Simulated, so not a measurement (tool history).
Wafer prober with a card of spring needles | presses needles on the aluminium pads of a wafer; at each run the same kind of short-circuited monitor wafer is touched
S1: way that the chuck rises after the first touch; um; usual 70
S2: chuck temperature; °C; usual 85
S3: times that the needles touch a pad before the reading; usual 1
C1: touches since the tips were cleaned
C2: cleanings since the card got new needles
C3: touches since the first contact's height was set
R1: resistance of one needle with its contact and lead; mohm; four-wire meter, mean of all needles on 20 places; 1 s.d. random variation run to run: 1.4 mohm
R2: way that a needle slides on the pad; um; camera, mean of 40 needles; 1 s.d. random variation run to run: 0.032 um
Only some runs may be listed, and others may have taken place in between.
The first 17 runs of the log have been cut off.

At hour 172.2: tips cleaned on abrasive film.
Run 18, hour 175.7: usual settings; C1 582; C2 10; C3 61400. Result: R1 126 mohm, R2 15.63 um.
Run 19, hour 189: usual settings but S1 58 um, S2 27 °C; C1 2835; C2 10; C3 63653. Result: R1 122 mohm, R2 12.9 um.
Run 20, hour 197.7: usual settings but S1 63 um; C1 4311; C2 10; C3 65129. Result: R1 126 mohm, R2 13.95 um.
At hour 206.9: tips cleaned on abrasive film.
Run 21, hour 207.2: usual settings but S1 63 um, S2 109 °C; C1 53; C2 11; C3 66722. Result: R1 135 mohm, R2 13.94 um.
Run 22, hour 219.8: usual settings but S1 73 um, S2 26 °C, S3 3; C1 2197; C2 11; C3 68866. Result: R1 116 mohm, R2 16.16 um.
Run 23, hour 229.2: usual settings but S1 53 um, S2 54 °C, S3 2; C1 3786; C2 11; C3 70455. Result: R1 124 mohm, R2 11.66 um.
Run 24, hour 237.6: usual settings but S1 54 um, S2 27 °C; C1 5209; C2 11; C3 71878. Result: R1 122 mohm, R2 11.87 um.
At hour 241.8: tips cleaned on abrasive film.
Run 25, hour 243.9: usual settings but S3 3; C1 348; C2 12; C3 72931. Result: R1 127 mohm, R2 15.4 um.
Run 26, hour 250.7: usual settings but S1 83 um, S2 36 °C; C1 1499; C2 12; C3 74082. Result: R1 117 mohm, R2 18.21 um.
Run 27, hour 260.3: usual settings but S1 84 um, S2 105 °C; C1 3121; C2 12; C3 75704. Result: R1 127 mohm, R2 18.43 um.
Run 28, hour 270.2: usual settings but S1 66 um, S3 2; C1 4801; C2 12; C3 77384. Result: R1 126 mohm, R2 14.45 um.
At hour 276.8: tips cleaned on abrasive film.
Run 29, hour 283.7: usual settings but S1 58 um, S2 59 °C, S3 2; C1 1165; C2 13; C3 79663. Result: R1 127 mohm, R2 12.61 um.
Run 30, hour 293.6: usual settings but S1 58 um, S2 59 °C, S3 2; C1 2837; C2 13; C3 81335. Result: R1 126 mohm, R2 12.67 um.
Run 31, hour 305.6: usual settings but S2 39 °C; C1 4871; C2 13; C3 83369. Result: R1 120 mohm, R2 15.21 um.
At hour 311.6: tips cleaned on abrasive film.
Run 32, hour 315.4: usual settings but S1 67 um, S2 71 °C, S3 2; C1 645; C2 14; C3 85010. Result: R1 125 mohm, R2 14.53 um.
Run 33, hour 330.3: usual settings but S1 75 um, S2 35 °C, S3 2; C1 3175; C2 14; C3 87540. Result: R1 118 mohm, R2 16.13 um.
Run 34, hour 341.1: usual settings; C1 5007; C2 14; C3 89372. Result: R1 128 mohm, R2 15.07 um.
At hour 346.5: tips cleaned on abrasive film.
Run 35, hour 348.1: usual settings but S2 62 °C, S3 2; C1 260; C2 15; C3 90537. Result: R1 121 mohm, R2 15.09 um.
At hour 361.7: height of the first contact set anew.
Run 36, hour 361.9: usual settings but S1 84 um, S2 68 °C, S3 2; C1 2549; C2 15; C3 24. Result: R1 123 mohm, R2 17.99 um.

Forecast each of these 3 alternatives for the next run:
Run A, hour 372.2: usual settings but S1 80 um, S2 50 °C, S3 2; C1 4307; C2 15; C3 1782. Result: R1 ?, R2 ?.
Run B, hour 372.2: usual settings but S1 61 um, S2 103 °C, S3 2; C1 4307; C2 15; C3 1782. Result: R1 ?, R2 ?.
Run C, hour 372.2: usual settings but S1 86 um, S2 74 °C; C1 4307; C2 15; C3 1782. Result: R1 ?, R2 ?.

run   R1     R2
  A  120  17.13
  B  133     13
  C  121  18.35
Without the tool's unlogged condition, the same runs would have read:
run   R1     R2
  A  120  18.07
  B  133  13.72
  C  121  19.36
